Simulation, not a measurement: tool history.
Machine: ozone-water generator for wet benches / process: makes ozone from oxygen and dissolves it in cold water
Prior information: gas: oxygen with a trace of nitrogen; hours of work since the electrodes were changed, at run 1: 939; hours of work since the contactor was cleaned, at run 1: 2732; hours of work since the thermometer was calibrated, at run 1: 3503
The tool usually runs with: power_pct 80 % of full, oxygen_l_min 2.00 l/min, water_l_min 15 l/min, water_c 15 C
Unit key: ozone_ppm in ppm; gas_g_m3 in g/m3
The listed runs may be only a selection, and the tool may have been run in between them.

run   hour  power_pct  oxygen_l_min  water_l_min  water_c  hours of work since the electrodes were changed  hours of work since the contactor was cleaned  hours of work since the thermometer was calibrated  ozone_ppm  gas_g_m3
  1    0.0         80          2.00           15       15                                              939                                           2732                                                3503       20.6     287.5
  2   18.2         80          2.00           15       15                                              957                                           2750                                                3521       20.4     291.6
  3   41.2         80          2.00           15       15                                              980                                           2773                                                3544       20.4     288.4
  4   80.5         80          2.00           15       15                                             1019                                           2812                                                3583       20.5     286.9
  5  115.7         80          2.00           15       15                                             1053                                           2846                                                3617       20.7     285.4
  6  143.9         80          2.00           15       15                                             1081                                           2874                                                3645       20.3     285.5
  7  171.5         80          2.72           15       15                                             1108                                           2901                                                3672       21.5     249.2
  8  199.0         80          2.49           15       15                                             1135                                           2928                                                3699       21.6     257.6
  9  227.6         80          2.49           15       15                                             1164                                           2956                                                3727       21.3     259.4
 10  251.3         80          2.00           15       15                                             1187                                           2980                                                3751       20.5     285.3
 11  283.2         80          2.00           15       15                                             1218                                           3011                                                3782       20.3     283.1
 12  323.2         80          2.00           15       15                                             1258                                           3051                                                3822       20.6     284.4
 13  363.8         80          2.00           15       15                                             1298                                           3091                                                3862       20.3     284.4
 14  393.7         49          2.00           15       15                                             1327                                           3120                                                3891       15.0     212.5
 15  411.7         49          2.00           15       15                                             1345                                           3138                                                3909       15.3     212.4
 16  450.2         49          2.00           15       15                                             1383                                           3176                                                3947       15.0     209.0
 17  491.9         49          2.00           15       15                                             1424                                           3217                                                3988       15.1     208.9
     511.2  -- gauge calibrated
 18  520.4         49          2.00           15       15                                             1452                                           3245                                                4016       15.1     216.3
 19  542.8         42          2.00           15       15                                             1474                                           3267                                                4038       13.8     196.7
 20  559.7         42          2.00           15       15                                             1491                                           3284                                                4055       13.7     197.1
 21  593.8         76          3.40           23       12                                             1524                                           3317                                                4088       15.1     219.8
 22  622.1         71          3.40           23       12                                             1552                                           3345                                                4116       14.4     208.8
 23  646.8        100          3.40           23       21                                             1576                                           3369                                                4140       16.2     256.2
 24  671.2         80          1.22           15       22                                             1601                                           3393                                                4164       16.7     362.8
 25  696.4         80          1.22           15       22                                             1625                                           3418                                                4189       16.7     356.7
 26  718.2         80          3.02           15       22                                             1647                                           3440                                                4211       20.4     233.3
 27  736.8         80          3.02           15       22                                             1665                                           3458                                                4229       20.3     238.9
 28  763.9         46          2.68           16       20                                             1692                                           3485                                                4256       13.8     176.2
 29  785.6         80          2.00           23       15                                             1713                                           3506                                                4277       13.1     284.2
 30  818.0         73          1.22           18       20                                             1745                                           3538                                                4309       13.1     339.6
 31  855.6         80          1.48           15       15                                             1782                                           3575                                                4346       18.7     330.4
 32  891.1         62          2.00           15       14                                             1817                                           3610                                                4381       17.7     241.5

Forecast each of these 3 alternatives for the next run:
  A  910.4         51          2.00           12       19                                             1836                                           3629                                                4400          ?         ?
  B  910.4         80          2.47           19       15                                             1836                                           3629                                                4400          ?         ?
  C  910.4         62          1.67           15       11                                             1836                                           3629                                                4400          ?         ?

run  ozone_ppm  gas_g_m3
  A       18.5     215.3
  B       16.9     255.2
  C       17.2     263.5
With no hidden state in the tool, these same runs would have given:
run  ozone_ppm  gas_g_m3
  A       18.5     220.5
  B       17.0     261.4
  C       17.2     269.9

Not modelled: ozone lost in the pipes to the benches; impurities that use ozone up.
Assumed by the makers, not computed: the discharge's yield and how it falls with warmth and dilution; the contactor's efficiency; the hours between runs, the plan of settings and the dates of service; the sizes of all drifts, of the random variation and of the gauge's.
